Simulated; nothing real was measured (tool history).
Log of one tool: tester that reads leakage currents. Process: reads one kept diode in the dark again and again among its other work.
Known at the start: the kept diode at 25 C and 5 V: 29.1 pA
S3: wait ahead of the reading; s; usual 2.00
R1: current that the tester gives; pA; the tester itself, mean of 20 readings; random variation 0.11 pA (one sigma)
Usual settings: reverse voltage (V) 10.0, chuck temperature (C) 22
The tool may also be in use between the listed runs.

Run 1, hour 0.0: usual settings. Result: R1 37.55 pA.
At hour 214.6: tester calibrated.
At hour 216.6: chuck's temperature calibrated.
Run 2, hour 236.6: usual settings. Result: R1 38.18 pA.
Run 3, hour 408.2: usual settings but S3 3.38 s. Result: R1 39.41 pA.
Run 4, hour 657.0: usual settings but S3 3.38 s. Result: R1 42.29 pA.
Run 5, hour 814.3: usual settings. Result: R1 45.10 pA.
Run 6, hour 1019.4: usual settings. Result: R1 47.37 pA.
At hour 1185.2: tester calibrated, once more.
Run 7, hour 1231.9: usual settings but reverse voltage (V) 11.6, chuck temperature (C) 47, S3 1.36 s. Result: R1 256.44 pA.
Run 8, hour 1438.0: usual settings but reverse voltage (V) 11.6, chuck temperature (C) 47, S3 1.36 s. Result: R1 259.96 pA.
At hour 1619.5: chuck's temperature calibrated.
Run 9, hour 1692.9: usual settings but reverse voltage (V) 9.2, chuck temperature (C) 54, S3 0.69 s. Result: R1 340.14 pA.
Run 10, hour 1931.4: usual settings but reverse voltage (V) 3.0, chuck temperature (C) 31, S3 3.17 s. Result: R1 44.35 pA.
Run 11, hour 2170.3: usual settings but reverse voltage (V) 3.0, chuck temperature (C) 31, S3 3.17 s. Result: R1 45.43 pA.
At hour 2316.5: probe card cleaned and baked.
Run 12, hour 2426.1: usual settings but reverse voltage (V) 1.7, chuck temperature (C) 48, S3 3.17 s. Result: R1 99.03 pA.

5 ways to go on from here, each from the tool as it stands after run 12. What would each give?
Run A, hour 2678.9: usual settings but reverse voltage (V) 2.6, chuck temperature (C) 54, S3 1.99 s. Result: R1 ?.
Run B, hour 2678.9: usual settings but chuck temperature (C) 29, S3 7.40 s. Result: R1 ?.
Run C, hour 2678.9: usual settings but reverse voltage (V) 2.2, S3 0.41 s. Result: R1 ?.
Run D, hour 2678.9: usual settings but reverse voltage (V) 6.4. Result: R1 ?.
Run E, hour 2678.9: usual settings but reverse voltage (V) 1.7, chuck temperature (C) 48, S3 6.77 s. Result: R1 ?.

run      R1
  A  185.33
  B   63.86
  C   19.11
  D   31.07
  E  101.18
Without the tool's hidden state the same runs would have given:
run      R1
  A  173.57
  B   56.26
  C   17.14
  D   26.84
  E   94.44
